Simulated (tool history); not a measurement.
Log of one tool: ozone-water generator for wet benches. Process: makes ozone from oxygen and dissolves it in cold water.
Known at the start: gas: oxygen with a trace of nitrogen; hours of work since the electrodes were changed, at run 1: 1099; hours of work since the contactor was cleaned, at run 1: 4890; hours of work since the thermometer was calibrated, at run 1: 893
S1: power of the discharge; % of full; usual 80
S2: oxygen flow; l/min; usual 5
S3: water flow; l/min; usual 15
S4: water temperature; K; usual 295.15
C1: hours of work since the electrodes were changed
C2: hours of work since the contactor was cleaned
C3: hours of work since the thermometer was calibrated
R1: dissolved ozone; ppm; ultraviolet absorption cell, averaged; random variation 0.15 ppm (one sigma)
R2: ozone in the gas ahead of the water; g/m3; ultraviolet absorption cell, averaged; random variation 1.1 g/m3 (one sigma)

| run | day | S1 | S2 | S3 | S4 | C1 | C2 | C3 | R1 | R2 |
|---|---|---|---|---|---|---|---|---|---|---|
| 1 | 0 | 80 | 5 | 15 | 295.15 | 1099 | 4890 | 893 | 18.7 | 187.3 |
| 2 | 1.692 | 80 | 5 | 15 | 295.15 | 1128 | 4920 | 922 | 18.4 | 185.1 |
| 3 | 3.554 | 80 | 5 | 15 | 295.15 | 1160 | 4952 | 954 | 18.2 | 185.1 |
| 4 | 7.154 | 80 | 5 | 15 | 295.15 | 1222 | 5014 | 1016 | 18.7 | 186 |
| 5 | 9.408 | 80 | 5 | 15 | 295.15 | 1261 | 5053 | 1055 | 18.4 | 186.6 |
| 6 | 10.95 | 80 | 5 | 15 | 295.15 | 1288 | 5079 | 1082 | 18.4 | 187 |
| 7 | 13.575 | 80 | 5 | 15 | 295.15 | 1333 | 5125 | 1127 | 18.5 | 185.3 |
| 8 | 15.483 | 80 | 5 | 15 | 295.15 | 1366 | 5158 | 1160 | 18.5 | 186.5 |
| 9 | 18.533 | 80 | 7.47 | 13 | 296.15 | 1419 | 5210 | 1213 | 20.8 | 164.2 |
| 10 | 20.504 | 47 | 5 | 18 | 295.15 | 1453 | 5244 | 1247 | 11.4 | 136 |
| 11 | 23 | 57 | 3.68 | 15 | 298.15 | 1496 | 5287 | 1290 | 13.5 | 166.6 |
| 12 | 25.7 | 52 | 2.56 | 15 | 295.15 | 1542 | 5334 | 1336 | 12 | 176.6 |
| 13 | 28.879 | 85 | 5.15 | 15 | 295.15 | 1597 | 5389 | 1391 | 19.3 | 190.1 |

Forecast run 14:
| 14 | 30.579 | 85 | 5.15 | 15 | 295.15 | 1627 | 5418 | 1421 | ? | ? |

{"run 14": {"R1": 19.2, "R2": 190.2}}
Without the tool's hidden state the same run would have given R1 20.1 ppm, R2 192.4 g/m3.

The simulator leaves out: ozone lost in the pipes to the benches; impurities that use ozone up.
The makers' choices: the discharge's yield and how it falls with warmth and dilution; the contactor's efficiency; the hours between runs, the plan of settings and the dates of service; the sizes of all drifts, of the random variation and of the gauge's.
